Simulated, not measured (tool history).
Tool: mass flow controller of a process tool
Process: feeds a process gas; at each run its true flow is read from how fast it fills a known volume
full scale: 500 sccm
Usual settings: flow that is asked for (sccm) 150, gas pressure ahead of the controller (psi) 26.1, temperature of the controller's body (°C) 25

run	hour	flow that is asked for (sccm)	gas pressure ahead of the controller (psi)	temperature of the controller's body (°C)	true flow (%)
1	0.0	150	26.1	25	98.19
2	51.6	150	24.1	25	98.16
3	89.1	150	26.1	22	98.12
4	138.6	150	26.1	22	98.23
5	174.1	150	26.1	22	98.07
6	238.8	150	26.1	22	98.15
7	274.1	345	26.1	25	99.15
8	351.9	345	26.1	25	99.00
9	431.8	146	21.9	25	98.03
10	497.6	146	23.6	31	97.76
11	557.1	146	25.1	31	97.59
12	622.7	411	30.7	31	98.81
13	670.1	158	24.5	36	97.61

Forecast each of these 5 alternatives for the next run:
A	711.9	167	24.1	25	?
B	711.9	488	24.5	30	?
C	711.9	235	30.5	25	?
D	711.9	418	36.5	32	?
E	711.9	257	22.9	37	?

run	true flow (%)
A	97.99
B	99.75
C	97.98
D	98.61
E	98.09
Without the tool's hidden state the same runs would have given:
run	true flow (%)
A	98.37
B	100.14
C	98.36
D	98.99
E	98.47
